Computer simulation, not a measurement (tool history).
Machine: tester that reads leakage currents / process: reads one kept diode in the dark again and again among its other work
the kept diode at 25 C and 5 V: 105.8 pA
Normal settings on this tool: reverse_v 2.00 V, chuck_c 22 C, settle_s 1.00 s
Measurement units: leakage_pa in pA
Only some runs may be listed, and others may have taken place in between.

run    hour  reverse_v  chuck_c  settle_s  leakage_pa
  1     0.0       2.00       22      1.00       52.50
  2    76.3       2.00       24      1.00       60.32
  3   165.7       2.00       22      0.58       52.57
  4   208.3       2.00       22      2.64       52.11
  5   291.3       2.00       22      2.64       52.17
  6   376.6       2.00       22      2.64       52.17
  7   458.7       2.00       22      2.64       52.05
  8   512.0       2.00       22      1.00       52.23
  9   552.3       2.00       22      1.00       52.24
 10   599.1       2.00       22      1.00       52.35
 11   646.1       2.00       22      1.00       52.23
 12   731.7       2.00       22      1.00       52.04
 13   821.1       2.00       22      1.00       52.40
 14   909.6       7.05       30      1.88      180.64
 15   958.9       2.41       49      1.88      345.65
 16  1006.1       2.41       49      1.88      347.03

Forecast run 17:
 17  1094.6       2.41       49      1.88           ?

leakage_pa: 347.69 pA
Take away the tool's hidden state, keep the run-to-run variation as it was, and the same run would have given leakage_pa 359.79 pA.

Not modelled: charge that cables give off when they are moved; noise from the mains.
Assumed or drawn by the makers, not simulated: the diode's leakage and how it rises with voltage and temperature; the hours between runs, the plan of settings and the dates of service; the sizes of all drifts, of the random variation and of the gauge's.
